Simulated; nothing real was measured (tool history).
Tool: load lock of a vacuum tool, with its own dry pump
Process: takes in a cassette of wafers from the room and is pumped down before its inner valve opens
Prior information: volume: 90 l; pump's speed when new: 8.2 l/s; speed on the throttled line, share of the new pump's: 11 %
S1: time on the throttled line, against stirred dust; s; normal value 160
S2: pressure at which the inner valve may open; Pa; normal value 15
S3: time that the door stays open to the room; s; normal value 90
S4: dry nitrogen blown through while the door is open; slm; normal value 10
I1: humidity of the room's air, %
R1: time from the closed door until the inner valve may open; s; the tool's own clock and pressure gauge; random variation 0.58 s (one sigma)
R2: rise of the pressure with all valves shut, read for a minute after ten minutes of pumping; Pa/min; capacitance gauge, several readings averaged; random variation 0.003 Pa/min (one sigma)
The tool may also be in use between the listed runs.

{"run": 1, "hour": 0.0, "S1": 160, "S2": 15, "S3": 90, "S4": 10, "I1": 45.5, "R1": 246.3, "R2": 0.05}
{"run": 2, "hour": 68.7, "S1": 291, "S2": 15, "S3": 90, "S4": 10, "I1": 45.6, "R1": 362.7, "R2": 0.057}
{"run": 3, "hour": 154.2, "S1": 160, "S2": 15, "S3": 90, "S4": 5, "I1": 41.6, "R1": 245.4, "R2": 0.054}
{"run": 4, "hour": 271.9, "S1": 160, "S2": 15, "S3": 90, "S4": 5, "I1": 43.3, "R1": 246.2, "R2": 0.056}
{"run": 5, "hour": 384.4, "S1": 160, "S2": 15, "S3": 90, "S4": 10, "I1": 48.8, "R1": 247.2, "R2": 0.049}
{"run": 6, "hour": 445.8, "S1": 160, "S2": 28, "S3": 90, "S4": 10, "I1": 44.8, "R1": 238.5, "R2": 0.053}
{"run": 7, "hour": 531.6, "S1": 160, "S2": 28, "S3": 90, "S4": 10, "I1": 41.6, "R1": 240.3, "R2": 0.054}
{"run": 8, "hour": 579.9, "S1": 160, "S2": 28, "S3": 90, "S4": 10, "I1": 42.7, "R1": 238.3, "R2": 0.052}
{"run": 9, "hour": 658.9, "S1": 160, "S2": 28, "S3": 90, "S4": 10, "I1": 47.5, "R1": 238.8, "R2": 0.055}
{"run": 10, "hour": 718.2, "S1": 160, "S2": 28, "S3": 90, "S4": 10, "I1": 44, "R1": 239.5, "R2": 0.058}
{"run": 11, "hour": 780.3, "S1": 160, "S2": 28, "S3": 90, "S4": 10, "I1": 45.5, "R1": 239.3, "R2": 0.054}
{"run": 12, "hour": 887.9, "S1": 160, "S2": 28, "S3": 90, "S4": 10, "I1": 42.7, "R1": 239.5, "R2": 0.057}
{"run": 13, "hour": 953.0, "S1": 160, "S2": 15, "S3": 90, "S4": 10, "I1": 44.4, "R1": 246.6, "R2": 0.051}
{"run": 14, "hour": 1051.5, "S1": 160, "S2": 15, "S3": 90, "S4": 10, "I1": 45, "R1": 246.4, "R2": 0.055}
{"run": 15, "hour": 1141.4, "S1": 160, "S2": 15, "S3": 90, "S4": 11, "I1": 50.7, "R1": 246.3, "R2": 0.056}
{"run": 16, "hour": 1201.4, "S1": 160, "S2": 21, "S3": 90, "S4": 10, "I1": 44.9, "R1": 243, "R2": 0.053}
{"run": 17, "hour": 1265.2, "S1": 160, "S2": 21, "S3": 90, "S4": 10, "I1": 45, "R1": 242.5, "R2": 0.063}
{"run": 18, "hour": 1319.4, "S1": 160, "S2": 15, "S3": 93, "S4": 10, "I1": 46.2, "R1": 247.3, "R2": 0.058}
{"run": 19, "hour": 1424.4, "S1": 160, "S2": 15, "S3": 90, "S4": 5, "I1": 44.4, "R1": 247.8, "R2": 0.06}
{"run": 20, "hour": 1487.7, "S1": 160, "S2": 15, "S3": 90, "S4": 5, "I1": 45.1, "R1": 246.8, "R2": 0.064}
{"run": 21, "hour": 1558.2, "S1": 160, "S2": 15, "S3": 90, "S4": 5, "I1": 42.7, "R1": 246.2, "R2": 0.064}
{"run": 22, "hour": 1649.5, "S1": 160, "S2": 21, "S3": 187, "S4": 10, "I1": 44.6, "R1": 242.1, "R2": 0.066}
{"run": 23, "hour": 1766.6, "S1": 160, "S2": 21, "S3": 187, "S4": 10, "I1": 45.8, "R1": 243.5, "R2": 0.072}
{"run": 24, "hour": 1880.7, "S1": 315, "S2": 12, "S3": 85, "S4": 7, "I1": 42.1, "R1": 387.5, "R2": 0.066}
{"run": 25, "hour": 1971.2, "S1": 160, "S2": 15, "S3": 90, "S4": 26, "I1": 39.9, "R1": 247.3, "R2": 0.063}
{"run": 26, "hour": 2071.2, "S1": 160, "S2": 15, "S3": 90, "S4": 26, "I1": 45.6, "R1": 247.9, "R2": 0.062}
{"run": 27, "hour": 2161.1, "S1": 199, "S2": 15, "S3": 35, "S4": 10, "I1": 45.7, "R1": 283.5, "R2": 0.064}
{"run": 28, "hour": 2217.4, "S1": 113, "S2": 15, "S3": 35, "S4": 10, "I1": 48.1, "R1": 206.9, "R2": 0.072}
{"run": 29, "hour": 2318.8, "S1": 160, "S2": 15, "S3": 90, "S4": 30, "I1": 47.6, "R1": 247.5, "R2": 0.066}
{"run": 30, "hour": 2429.4, "S1": 98, "S2": 26, "S3": 90, "S4": 30, "I1": 46.8, "R1": 185.6, "R2": 0.066}
{"run": 31, "hour": 2544.5, "S1": 142, "S2": 26, "S3": 90, "S4": 17, "I1": 42.2, "R1": 225.3, "R2": 0.073}
{"run": 32, "hour": 2614.6, "S1": 142, "S2": 26, "S3": 90, "S4": 17, "I1": 41.7, "R1": 224.9, "R2": 0.071}
{"run": 33, "hour": 2668.3, "S1": 142, "S2": 26, "S3": 90, "S4": 17, "I1": 44, "R1": 225.2, "R2": 0.077}
{"run": 34, "hour": 2759.9, "S1": 142, "S2": 26, "S3": 90, "S4": 17, "I1": 45.9, "R1": 224.7, "R2": 0.071}
{"run": 35, "hour": 2838.0, "S1": 142, "S2": 26, "S3": 90, "S4": 17, "I1": 46.7, "R1": 225.3, "R2": 0.077}
{"run": 36, "hour": 2922.6, "S1": 93, "S2": 11, "S3": 90, "S4": 10, "I1": 46.9, "R1": 193.1, "R2": 0.083}

Measured result minus the same run's result without the hidden state. Both carry the same run-to-run variation, though not necessarily the same gauge scatter:
Unlogged tool condition in this case: pump's speed, % of a new pump's; leak at the door's seal, Pa l/s; drift of the gauge itself on ready_s, %; drift of the gauge itself on rise_pa_min, %.
run=1 R1=+6.6 R2=+0.026
run=2 R1=+5.5 R2=+0.027
run=3 R1=+6.7 R2=+0.028
run=4 R1=+6.8 R2=+0.028
run=5 R1=+7 R2=+0.029
run=6 R1=+6.3 R2=+0.03
run=7 R1=+6.5 R2=+0.031
run=8 R1=+6.4 R2=+0.032
run=9 R1=+6.5 R2=+0.033
run=10 R1=+6.5 R2=+0.034
run=11 R1=+6.5 R2=+0.033
run=12 R1=+6.6 R2=+0.035
run=13 R1=+7.2 R2=+0.035
run=14 R1=+7.3 R2=+0.036
run=15 R1=+7.3 R2=+0.037
run=16 R1=+7 R2=+0.038
run=17 R1=+7 R2=+0.039
run=18 R1=+7.4 R2=+0.039
run=19 R1=+7.6 R2=+0.04
run=20 R1=+7.6 R2=+0.041
run=21 R1=+7.6 R2=+0.043
run=22 R1=+7.3 R2=+0.043
run=23 R1=+7.4 R2=+0.046
run=24 R1=+6.6 R2=+0.044
run=25 R1=+7.8 R2=+0.045
run=26 R1=+7.9 R2=+0.048
run=27 R1=+7.6 R2=+0.048
run=28 R1=+8.6 R2=+0.05
run=29 R1=+8 R2=+0.051
run=30 R1=+8.2 R2=+0.052
run=31 R1=+7.7 R2=+0.052
run=32 R1=+7.8 R2=+0.054
run=33 R1=+7.8 R2=+0.056
run=34 R1=+7.9 R2=+0.055
run=35 R1=+7.9 R2=+0.057
run=36 R1=+9.5 R2=+0.057
